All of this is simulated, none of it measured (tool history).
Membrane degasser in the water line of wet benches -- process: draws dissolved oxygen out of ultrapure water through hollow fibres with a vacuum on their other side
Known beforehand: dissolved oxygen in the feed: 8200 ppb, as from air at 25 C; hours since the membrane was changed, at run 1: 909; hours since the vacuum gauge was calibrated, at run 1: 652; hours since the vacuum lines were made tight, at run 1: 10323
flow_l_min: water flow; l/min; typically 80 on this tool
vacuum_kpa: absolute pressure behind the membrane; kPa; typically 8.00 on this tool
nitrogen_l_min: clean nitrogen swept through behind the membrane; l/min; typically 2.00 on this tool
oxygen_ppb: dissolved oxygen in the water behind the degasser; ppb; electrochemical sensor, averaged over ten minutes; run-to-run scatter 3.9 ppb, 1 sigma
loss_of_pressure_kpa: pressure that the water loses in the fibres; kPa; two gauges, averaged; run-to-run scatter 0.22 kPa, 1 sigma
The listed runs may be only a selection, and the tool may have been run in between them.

run	day	flow_l_min	vacuum_kpa	nitrogen_l_min	hours since the membrane was changed	hours since the vacuum gauge was calibrated	hours since the vacuum lines were made tight	oxygen_ppb	loss_of_pressure_kpa
1	0.000	80	8.00	2.00	909	652	10323	393.2	54.18
2	3.529	80	8.00	2.00	994	736	10408	393.2	54.23
3	8.938	80	8.00	2.00	1124	866	10538	389.6	53.93
4	11.442	80	18.75	2.00	1184	926	10598	1134.8	54.45
5	15.858	80	8.00	1.02	1290	1032	10704	616.5	53.93
6	19.925	80	8.00	1.02	1388	1130	10801	626.3	54.21
7	22.754	80	8.00	1.02	1456	1198	10869	626.5	54.12
8	27.975	105	8.00	1.46	1581	1323	10995	612.5	70.57
9	33.396	80	8.59	2.09	1711	1453	11125	424.6	53.78
10	36.117	74	14.96	2.09	1776	1519	11190	788.8	49.49
11	39.762	80	10.93	1.88	1864	1606	11278	628.6	53.78
12	43.871	114	10.93	2.22	1962	1705	11376	766.9	76.61
13	47.838	80	13.25	5.07	2058	1800	11471	369.7	53.66

4 ways to go on from here, each from the tool as it stands after run 13. What would each give?
A	51.579	80	14.11	5.80	2147	1890	11561	?	?
B	51.579	95	7.70	0.90	2147	1890	11561	?	?
C	51.579	61	17.32	5.07	2147	1890	11561	?	?
D	51.579	55	14.91	2.89	2147	1890	11561	?	?

run	oxygen_ppb	loss_of_pressure_kpa
A	362.1	53.54
B	704.2	63.36
C	383.4	41.01
D	485.0	36.57
With no hidden state in the tool, these same runs would have given:
run	oxygen_ppb	loss_of_pressure_kpa
A	362.0	53.97
B	704.0	63.86
C	383.2	41.33
D	484.8	36.86
